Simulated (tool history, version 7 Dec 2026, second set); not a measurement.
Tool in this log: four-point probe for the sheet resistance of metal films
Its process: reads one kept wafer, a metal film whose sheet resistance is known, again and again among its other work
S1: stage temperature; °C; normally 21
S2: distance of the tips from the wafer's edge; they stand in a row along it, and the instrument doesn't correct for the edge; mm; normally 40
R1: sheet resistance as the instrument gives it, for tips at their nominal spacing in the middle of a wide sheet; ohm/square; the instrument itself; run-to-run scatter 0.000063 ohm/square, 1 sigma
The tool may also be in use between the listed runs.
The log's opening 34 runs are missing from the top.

run 35 day=33.750 | S1=24 S2=12 | R1=0.317407
run 36 day=34.421 | S1=24 S2=12 | R1=0.317552
run 37 day=35.371 | S1=20 S2=47 | R1=0.317851
run 38 day=36.083 | S1=20 S2=47 | R1=0.317765
run 39 day=36.842 | S1=33 S2=14 | R1=0.315347
run 40 day=37.942 | S1=33 S2=14 | R1=0.315409
run 41 day=39.071 | S1=33 S2=14 | R1=0.315463
run 42 day=39.842 | S1=23 S2=46 | R1=0.317211
run 43 day=40.817 | S1=23 S2=46 | R1=0.317283
run 44 day=42.104 | S1=22 S2=57 | R1=0.317376

Forecast each of these 3 alternatives for the next run:
run A day=42.942 | S1=23 S2=11 | R1=?
run B day=42.942 | S1=22 S2=24 | R1=?
run C day=42.942 | S1=32 S2=57 | R1=?

run=A R1=0.317723
run=B R1=0.317492
run=C R1=0.315243
With the hidden condition removed and each run's random variation left untouched, the same runs would have given:
run=A R1=0.317570
run=B R1=0.317338
run=C R1=0.315095

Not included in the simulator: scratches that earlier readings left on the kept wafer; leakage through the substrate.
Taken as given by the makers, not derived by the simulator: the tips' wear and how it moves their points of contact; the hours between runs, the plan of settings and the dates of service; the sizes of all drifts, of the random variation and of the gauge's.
